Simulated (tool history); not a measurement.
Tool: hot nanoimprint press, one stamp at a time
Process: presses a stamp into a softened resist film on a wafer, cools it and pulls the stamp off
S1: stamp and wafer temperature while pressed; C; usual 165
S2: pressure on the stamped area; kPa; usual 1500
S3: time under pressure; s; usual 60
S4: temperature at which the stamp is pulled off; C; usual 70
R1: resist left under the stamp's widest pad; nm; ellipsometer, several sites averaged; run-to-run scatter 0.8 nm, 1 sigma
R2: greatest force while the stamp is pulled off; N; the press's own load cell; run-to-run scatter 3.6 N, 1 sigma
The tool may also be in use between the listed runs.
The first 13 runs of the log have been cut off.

run	hour	S1	S2	S3	S4	R1	R2
14	82.3	165	1500	92	70	136.7	178
15	88.4	165	1500	92	70	137.7	173
16	97.5	165	1500	92	70	136.9	179
17	103.4	172	1500	60	60	106.9	198
18	108.7	172	1500	60	60	108	193
19	113.7	162	1640	68	70	173	177
20	121	165	1070	32	77	217.4	161
21	125.6	175	1070	32	77	136.6	158
22	132.7	175	1070	88	58	92.4	196
23	140.9	172	1210	44	72	135.1	170
24	146.5	165	2180	88	60	117.6	200
25	151	163	1250	48	70	205.7	178
26	157	165	1500	60	66	160.4	189
27	164	165	1500	60	66	161.9	182
28	171.8	176	1500	84	70	74.6	173
29	179.8	176	1500	84	70	74.8	177
30	183.5	154	1170	34	63	284.1	197
31	192.6	154	1170	34	63	284.8	193

Each row is a separate what-if for the run after 31, all from the same tool condition, not one after another. Results?
A	199.2	154	1170	106	63	?	?
B	199.2	170	1170	34	63	?	?
C	199.2	169	1290	62	63	?	?

run	R1	R2
A	251.3	189
B	167.8	190
C	137.4	187
Take away the tool's hidden state, keep each run's random variation, and the runs would have read:
run	R1	R2
A	245.9	188
B	164.2	190
C	134.4	186
